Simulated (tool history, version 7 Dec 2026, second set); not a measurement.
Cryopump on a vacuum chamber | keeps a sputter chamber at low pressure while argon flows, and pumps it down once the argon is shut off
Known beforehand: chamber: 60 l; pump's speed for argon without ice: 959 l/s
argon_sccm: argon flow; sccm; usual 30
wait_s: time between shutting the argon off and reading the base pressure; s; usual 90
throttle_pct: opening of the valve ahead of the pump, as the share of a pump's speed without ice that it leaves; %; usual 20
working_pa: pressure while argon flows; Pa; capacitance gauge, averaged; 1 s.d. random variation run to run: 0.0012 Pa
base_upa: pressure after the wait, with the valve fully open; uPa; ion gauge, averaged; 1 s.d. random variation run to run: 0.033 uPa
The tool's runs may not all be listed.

run,hour,argon_sccm,wait_s,throttle_pct,working_pa,base_upa
1,0.0,30,90,20,0.2636,3.19
2,13.9,30,90,20,0.2631,3.29
3,22.0,30,90,20,0.2658,3.26
4,39.9,30,90,20,0.2661,3.32
5,49.3,30,29,20,0.2645,6.35
6,67.6,30,90,41,0.1317,3.23
7,79.4,30,90,20,0.2651,3.32
8,90.1,30,90,20,0.2664,3.29
9,105.1,30,90,20,0.2657,3.25
10,115.2,30,94,17,0.3133,3.22
11,125.8,39,71,24,0.2889,3.70
12,138.3,57,111,21,0.4797,3.13
13,146.8,57,111,21,0.4834,3.14
14,156.9,57,111,21,0.4854,3.09
15,172.9,30,22,38,0.1410,7.95
16,186.7,30,22,38,0.1429,7.86
17,199.7,30,22,48,0.1124,7.69

3 ways to go on from here, each from the tool as it stands after run 17. What would each give?
A,212.1,26,174,48,?,?
B,212.1,46,158,30,?,?
C,212.1,58,104,17,?,?

run,working_pa,base_upa
A,0.0968,2.66
B,0.2734,2.83
C,0.6093,3.28
What these runs would have given with no unlogged condition in the tool:
run,working_pa,base_upa
A,0.0945,1.02
B,0.2695,1.14
C,0.6043,1.58

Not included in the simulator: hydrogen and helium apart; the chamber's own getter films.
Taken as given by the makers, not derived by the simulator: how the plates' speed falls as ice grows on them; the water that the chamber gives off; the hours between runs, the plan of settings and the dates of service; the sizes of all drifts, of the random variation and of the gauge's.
